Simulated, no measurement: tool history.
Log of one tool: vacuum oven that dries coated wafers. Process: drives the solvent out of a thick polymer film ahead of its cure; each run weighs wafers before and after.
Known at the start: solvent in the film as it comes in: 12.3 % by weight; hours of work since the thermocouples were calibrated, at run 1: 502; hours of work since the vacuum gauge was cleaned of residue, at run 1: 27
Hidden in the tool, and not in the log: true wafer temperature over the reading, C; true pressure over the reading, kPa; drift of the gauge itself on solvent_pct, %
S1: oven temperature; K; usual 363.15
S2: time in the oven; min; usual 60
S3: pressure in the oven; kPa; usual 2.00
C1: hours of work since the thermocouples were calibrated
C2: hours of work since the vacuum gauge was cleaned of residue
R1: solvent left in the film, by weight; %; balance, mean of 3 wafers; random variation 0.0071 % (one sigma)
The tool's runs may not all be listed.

run 1 hour=0.0 | S1=363.15 S2=60 S3=2.00 | C1=502 C2=27 | R1=2.035
run 2 hour=35.6 | S1=363.15 S2=60 S3=2.00 | C1=522 C2=47 | R1=2.044
run 3 hour=59.6 | S1=363.15 S2=60 S3=2.00 | C1=535 C2=60 | R1=2.051
run 4 hour=94.4 | S1=363.15 S2=60 S3=2.00 | C1=554 C2=79 | R1=2.051
run 5 hour=116.0 | S1=363.15 S2=60 S3=2.00 | C1=566 C2=91 | R1=2.045
run 6 hour=151.1 | S1=363.15 S2=60 S3=2.00 | C1=585 C2=110 | R1=2.031
run 7 hour=188.2 | S1=363.15 S2=60 S3=2.00 | C1=606 C2=131 | R1=2.029
run 8 hour=217.7 | S1=363.15 S2=60 S3=2.00 | C1=622 C2=147 | R1=2.031
-- hour=225.6 oven's thermocouples calibrated
run 9 hour=244.0 | S1=363.15 S2=60 S3=2.00 | C1=10 C2=161 | R1=2.175
run 10 hour=278.3 | S1=349.15 S2=60 S3=2.00 | C1=29 C2=180 | R1=5.029
run 11 hour=299.8 | S1=349.15 S2=60 S3=2.00 | C1=41 C2=192 | R1=5.034
run 12 hour=327.2 | S1=363.15 S2=60 S3=2.00 | C1=56 C2=207 | R1=2.167
run 13 hour=353.0 | S1=363.15 S2=60 S3=2.00 | C1=70 C2=221 | R1=2.158
run 14 hour=381.6 | S1=353.15 S2=53 S3=1.55 | C1=86 C2=237 | R1=4.200

The next listed run, before its measurement:
run 15 hour=418.5 | S1=353.15 S2=53 S3=1.55 | C1=107 C2=257 | R1=?

R1: 4.201 %
Without the tool's hidden state the same run would have given R1 4.088 %.
